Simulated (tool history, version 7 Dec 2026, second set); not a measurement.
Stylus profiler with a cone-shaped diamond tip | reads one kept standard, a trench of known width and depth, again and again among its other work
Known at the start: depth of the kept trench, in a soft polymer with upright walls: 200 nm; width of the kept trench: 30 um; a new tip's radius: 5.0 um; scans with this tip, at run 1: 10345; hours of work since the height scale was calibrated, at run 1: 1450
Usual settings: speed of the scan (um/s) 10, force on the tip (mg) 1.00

| run | day | speed of the scan (um/s) | force on the tip (mg) | scans with this tip | hours of work since the height scale was calibrated | depth of the trench (angstrom) | width of the trench's floor (µm) |
|---|---|---|---|---|---|---|---|
| 1 | 0.000 | 10 | 1.00 | 10345 | 1450 | 2005.5 | 26.13 |
| 2 | 2.212 | 10 | 1.00 | 10612 | 1488 | 2004.4 | 26.12 |
| 3 | 4.583 | 10 | 1.00 | 10898 | 1528 | 2004.1 | 26.09 |
| 4 | 6.792 | 10 | 0.94 | 11164 | 1565 | 2000.9 | 26.06 |
| 5 | 8.592 | 10 | 1.80 | 11381 | 1596 | 2011.9 | 26.09 |
| 6 | 10.758 | 10 | 1.80 | 11642 | 1632 | 2010.1 | 26.09 |
| 7 | 11.833 | 10 | 1.80 | 11772 | 1650 | 2012.5 | 26.06 |
| 8 | 12.925 | 10 | 1.80 | 11903 | 1669 | 2010.4 | 25.99 |
| 9 | 15.121 | 9 | 1.00 | 12168 | 1706 | 2002.9 | 25.98 |
| 10 | 16.933 | 10 | 1.00 | 12386 | 1737 | 2000.9 | 25.96 |
| 11 | 19.100 | 10 | 1.00 | 12647 | 1773 | 2002.2 | 25.95 |
| 12 | 21.196 | 10 | 0.42 | 12901 | 1809 | 1993.1 | 25.92 |
| 13 | 22.238 | 10 | 0.42 | 13026 | 1826 | 1992.0 | 25.89 |
| 14 | 24.571 | 10 | 1.00 | 13307 | 1866 | 2000.6 | 25.89 |
| 15 | 26.796 | 3 | 1.00 | 13575 | 1903 | 1999.7 | 25.92 |
| 16 | 28.621 | 21 | 1.00 | 13795 | 1934 | 1999.3 | 25.81 |
| 17 | 29.675 | 21 | 1.00 | 13922 | 1952 | 1999.5 | 25.71 |
| 18 | 31.988 | 21 | 1.00 | 14201 | 1991 | 1998.9 | 25.73 |
| 19 | 33.092 | 21 | 1.00 | 14334 | 2010 | 2000.8 | 25.71 |
| 20 | 34.862 | 2 | 1.00 | 14548 | 2040 | 1998.1 | 25.88 |
| 21 | 36.667 | 10 | 1.00 | 14765 | 2070 | 1999.0 | 25.78 |
| 22 | 38.975 | 10 | 1.00 | 15043 | 2109 | 1999.8 | 25.73 |
| 23 | 40.412 | 10 | 1.00 | 15217 | 2133 | 1997.7 | 25.73 |
| 24 | 41.642 | 16 | 1.76 | 15365 | 2154 | 2003.9 | 25.70 |
| 25 | 43.071 | 4 | 1.71 | 15537 | 2178 | 2005.9 | 25.85 |
| 26 | 44.804 | 3 | 1.71 | 15746 | 2208 | 2005.7 | 25.75 |
| 27 | 45.883 | 3 | 1.94 | 15876 | 2226 | 2008.8 | 25.81 |
| 28 | 47.754 | 6 | 1.68 | 16102 | 2257 | 2004.4 | 25.73 |
|  | 48.671 | height scale calibrated on a step standard |
| 29 | 49.696 | 3 | 1.08 | 16333 | 17 | 2021.5 | 25.69 |
| 30 | 52.017 | 3 | 0.92 | 16613 | 57 | 2017.8 | 25.74 |
| 31 | 54.192 | 3 | 2.19 | 16876 | 93 | 2030.0 | 25.69 |
| 32 | 55.667 | 3 | 1.37 | 17053 | 118 | 2022.9 | 25.67 |
| 33 | 56.904 | 5 | 1.80 | 17202 | 139 | 2027.5 | 25.61 |
| 34 | 58.371 | 23 | 1.80 | 17379 | 164 | 2027.9 | 25.53 |
| 35 | 60.204 | 7 | 0.38 | 17600 | 195 | 2008.9 | 25.55 |
| 36 | 61.971 | 2 | 1.31 | 17813 | 225 | 2020.9 | 25.60 |
| 37 | 63.404 | 39 | 1.71 | 17986 | 249 | 2023.9 | 25.29 |
| 38 | 64.775 | 10 | 1.52 | 18151 | 272 | 2025.8 | 25.51 |
| 39 | 66.425 | 10 | 0.76 | 18350 | 300 | 2016.1 | 25.48 |
| 40 | 67.654 | 10 | 0.76 | 18498 | 321 | 2012.2 | 25.49 |
| 41 | 69.825 | 8 | 0.74 | 18760 | 358 | 2015.0 | 25.45 |
| 42 | 72.150 | 26 | 0.94 | 19040 | 397 | 2014.8 | 25.30 |
| 43 | 73.817 | 26 | 0.94 | 19241 | 425 | 2013.6 | 25.24 |
| 44 | 76.179 | 17 | 0.36 | 19526 | 465 | 2006.1 | 25.27 |
| 45 | 78.096 | 7 | 0.67 | 19757 | 497 | 2010.9 | 25.40 |

Measured less the same run without the tool's hidden state. The same run-to-run variation is in both; the gauge's scatter may not be:
The hidden state here: radius of the tip, um; height scale over the true one, %; drift of the gauge itself on depth_nm, %; drift of the gauge itself on floor_um, %.
| run | depth of the trench (angstrom) | width of the trench's floor (µm) |
|---|---|---|
| 1 | -14.3 | -0.97 |
| 2 | -14.5 | -1.00 |
| 3 | -15.0 | -1.02 |
| 4 | -15.2 | -1.05 |
| 5 | -15.7 | -1.06 |
| 6 | -16.0 | -1.08 |
| 7 | -16.2 | -1.09 |
| 8 | -16.3 | -1.10 |
| 9 | -16.6 | -1.13 |
| 10 | -16.9 | -1.14 |
| 11 | -17.2 | -1.17 |
| 12 | -17.4 | -1.18 |
| 13 | -17.5 | -1.19 |
| 14 | -18.0 | -1.22 |
| 15 | -18.4 | -1.24 |
| 16 | -18.7 | -1.26 |
| 17 | -18.8 | -1.27 |
| 18 | -19.1 | -1.29 |
| 19 | -19.3 | -1.30 |
| 20 | -19.5 | -1.31 |
| 21 | -19.8 | -1.33 |
| 22 | -20.2 | -1.35 |
| 23 | -20.4 | -1.37 |
| 24 | -20.6 | -1.38 |
| 25 | -20.8 | -1.39 |
| 26 | -21.1 | -1.41 |
| 27 | -21.3 | -1.42 |
| 28 | -21.6 | -1.43 |
| 29 | +0.8 | -1.45 |
| 30 | +0.5 | -1.47 |
| 31 | +0.1 | -1.50 |
| 32 | -0.1 | -1.51 |
| 33 | -0.4 | -1.52 |
| 34 | -0.5 | -1.54 |
| 35 | -0.8 | -1.55 |
| 36 | -1.1 | -1.57 |
| 37 | -1.4 | -1.58 |
| 38 | -1.5 | -1.60 |
| 39 | -1.8 | -1.61 |
| 40 | -2.0 | -1.62 |
| 41 | -2.4 | -1.64 |
| 42 | -2.7 | -1.67 |
| 43 | -3.0 | -1.68 |
| 44 | -3.4 | -1.70 |
| 45 | -3.6 | -1.72 |
